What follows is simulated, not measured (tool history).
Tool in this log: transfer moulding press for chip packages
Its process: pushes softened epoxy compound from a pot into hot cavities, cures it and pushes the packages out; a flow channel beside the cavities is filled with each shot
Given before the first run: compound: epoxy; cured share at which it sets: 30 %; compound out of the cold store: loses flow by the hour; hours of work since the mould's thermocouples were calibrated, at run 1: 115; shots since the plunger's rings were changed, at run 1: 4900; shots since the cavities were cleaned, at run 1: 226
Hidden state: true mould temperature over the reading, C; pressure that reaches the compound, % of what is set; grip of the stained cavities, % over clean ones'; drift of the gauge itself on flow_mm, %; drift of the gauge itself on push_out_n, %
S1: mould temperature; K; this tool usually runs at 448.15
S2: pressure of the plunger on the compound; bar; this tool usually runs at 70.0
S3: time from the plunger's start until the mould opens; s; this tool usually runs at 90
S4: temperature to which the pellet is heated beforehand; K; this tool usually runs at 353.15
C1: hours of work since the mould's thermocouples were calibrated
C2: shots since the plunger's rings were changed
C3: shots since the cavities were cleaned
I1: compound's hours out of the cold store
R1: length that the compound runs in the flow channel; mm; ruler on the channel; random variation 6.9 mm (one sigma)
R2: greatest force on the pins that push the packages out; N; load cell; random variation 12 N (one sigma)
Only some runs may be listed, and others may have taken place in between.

Run 1, hour 0.0: usual settings; C1 115; C2 4900; C3 226; I1 27.0. Result: R1 755 mm, R2 725 N.
Run 2, hour 12.9: usual settings but S1 441.15 K; C1 120; C2 5006; C3 332; I1 43.3. Result: R1 709 mm, R2 1159 N.
Run 3, hour 22.1: usual settings but S1 441.15 K; C1 124; C2 5080; C3 406; I1 31.4. Result: R1 748 mm, R2 1297 N.
At hour 31.9: cavities cleaned with cleaning compound and waxed.
Run 4, hour 36.2: usual settings but S1 441.15 K; C1 130; C2 5183; C3 35; I1 23.7. Result: R1 780 mm, R2 904 N.
Run 5, hour 50.1: usual settings but S1 441.15 K; C1 136; C2 5297; C3 149; I1 47.8. Result: R1 687 mm, R2 964 N.
Run 6, hour 61.0: usual settings but S1 441.15 K; C1 141; C2 5386; C3 238; I1 16.6. Result: R1 795 mm, R2 1255 N.
Run 7, hour 67.9: usual settings but S3 88 s; C1 144; C2 5442; C3 294; I1 38.6. Result: R1 704 mm, R2 826 N.
Run 8, hour 78.4: usual settings but S2 70.5 bar, S3 91 s; C1 149; C2 5528; C3 380; I1 18.9. Result: R1 776 mm, R2 808 N.
Run 9, hour 86.6: usual settings but S2 70.5 bar, S3 81 s, S4 362.15 K; C1 153; C2 5595; C3 447; I1 19.5. Result: R1 760 mm, R2 1099 N.
At hour 91.1: cavities cleaned with cleaning compound and waxed.
Run 10, hour 100.2: usual settings but S1 455.15 K; C1 158; C2 5693; C3 74; I1 16.2. Result: R1 761 mm, R2 413 N.
Run 11, hour 108.0: usual settings but S1 455.15 K, S2 61.5 bar, S4 355.15 K; C1 161; C2 5757; C3 138; I1 32.7. Result: R1 658 mm, R2 450 N.
Run 12, hour 117.4: usual settings but S1 447.15 K; C1 166; C2 5833; C3 214; I1 11.7. Result: R1 784 mm, R2 795 N.

What does the tool deliver on the next run?
Run 13, hour 127.5: usual settings but S1 447.15 K; C1 170; C2 5916; C3 297; I1 46.0. Result: R1 ?, R2 ?.

Run 13 produced R1 683 mm, R2 770 N.
With the hidden condition absent and the run-to-run variation left alone, this run would have shown R1 763 mm, R2 521 N.
